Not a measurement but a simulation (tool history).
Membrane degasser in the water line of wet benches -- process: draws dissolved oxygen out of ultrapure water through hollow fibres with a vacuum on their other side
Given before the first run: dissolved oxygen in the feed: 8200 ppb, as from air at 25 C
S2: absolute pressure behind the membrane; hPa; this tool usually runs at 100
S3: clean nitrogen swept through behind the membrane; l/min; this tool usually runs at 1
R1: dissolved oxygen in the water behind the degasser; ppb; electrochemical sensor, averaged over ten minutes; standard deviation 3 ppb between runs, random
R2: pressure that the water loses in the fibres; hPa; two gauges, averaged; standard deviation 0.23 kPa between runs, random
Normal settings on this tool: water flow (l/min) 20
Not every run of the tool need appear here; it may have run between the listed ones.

{"run": 1, "hour": 0.0, "water flow (l/min)": 20, "S2": 100, "S3": 1, "R1": 331.8, "R2": 580.5}
{"run": 2, "hour": 24.1, "water flow (l/min)": 20, "S2": 100, "S3": 1, "R1": 326.5, "R2": 580.6}
{"run": 3, "hour": 59.6, "water flow (l/min)": 20, "S2": 100, "S3": 1, "R1": 326.4, "R2": 580.5}
{"run": 4, "hour": 85.3, "water flow (l/min)": 20, "S2": 100, "S3": 1, "R1": 327.1, "R2": 580.1}
{"hour": 89.6, "done": "vacuum gauge calibrated"}
{"run": 5, "hour": 113.0, "water flow (l/min)": 20, "S2": 100, "S3": 1, "R1": 333.7, "R2": 577.7}
{"run": 6, "hour": 141.0, "water flow (l/min)": 26, "S2": 100, "S3": 1, "R1": 433.2, "R2": 752.7}
{"run": 7, "hour": 172.9, "water flow (l/min)": 20, "S2": 100, "S3": 1.16, "R1": 292.6, "R2": 582.5}
{"run": 8, "hour": 199.9, "water flow (l/min)": 20, "S2": 100, "S3": 1.16, "R1": 290.8, "R2": 585.6}
{"run": 9, "hour": 237.9, "water flow (l/min)": 15, "S2": 100, "S3": 0.72, "R1": 320.6, "R2": 435.1}
{"hour": 253.7, "done": "vacuum gauge calibrated, once more"}
{"run": 10, "hour": 270.6, "water flow (l/min)": 15, "S2": 100, "S3": 0.72, "R1": 310.6, "R2": 435.5}
{"run": 11, "hour": 309.3, "water flow (l/min)": 14, "S2": 237, "S3": 1.22, "R1": 536.7, "R2": 404.3}
{"run": 12, "hour": 339.5, "water flow (l/min)": 18, "S2": 132, "S3": 1, "R1": 413.4, "R2": 523.1}
{"run": 13, "hour": 362.9, "water flow (l/min)": 18, "S2": 121, "S3": 0.4, "R1": 737.8, "R2": 520.5}

Predict each of these 5 candidate next runs independently; none follows another, all start after run 13:
{"run": "A", "hour": 393.1, "water flow (l/min)": 27, "S2": 126, "S3": 0.48, "R1": "?", "R2": "?"}
{"run": "B", "hour": 393.1, "water flow (l/min)": 26, "S2": 121, "S3": 0.66, "R1": "?", "R2": "?"}
{"run": "C", "hour": 393.1, "water flow (l/min)": 20, "S2": 92, "S3": 1, "R1": "?", "R2": "?"}
{"run": "D", "hour": 393.1, "water flow (l/min)": 30, "S2": 116, "S3": 1, "R1": "?", "R2": "?"}
{"run": "E", "hour": 393.1, "water flow (l/min)": 25, "S2": 61, "S3": 2.58, "R1": "?", "R2": "?"}

run=A R1=954.7 R2=781.7
run=B R1=706.5 R2=755.6
run=C R1=288.1 R2=576.7
run=D R1=594.5 R2=871.5
run=E R1=120.2 R2=725.2
Without the tool's hidden state the same runs would have given:
run=A R1=952.8 R2=767
run=B R1=700.5 R2=741.4
run=C R1=282.1 R2=565.9
run=D R1=585.2 R2=855.2
run=E R1=114.3 R2=711.6

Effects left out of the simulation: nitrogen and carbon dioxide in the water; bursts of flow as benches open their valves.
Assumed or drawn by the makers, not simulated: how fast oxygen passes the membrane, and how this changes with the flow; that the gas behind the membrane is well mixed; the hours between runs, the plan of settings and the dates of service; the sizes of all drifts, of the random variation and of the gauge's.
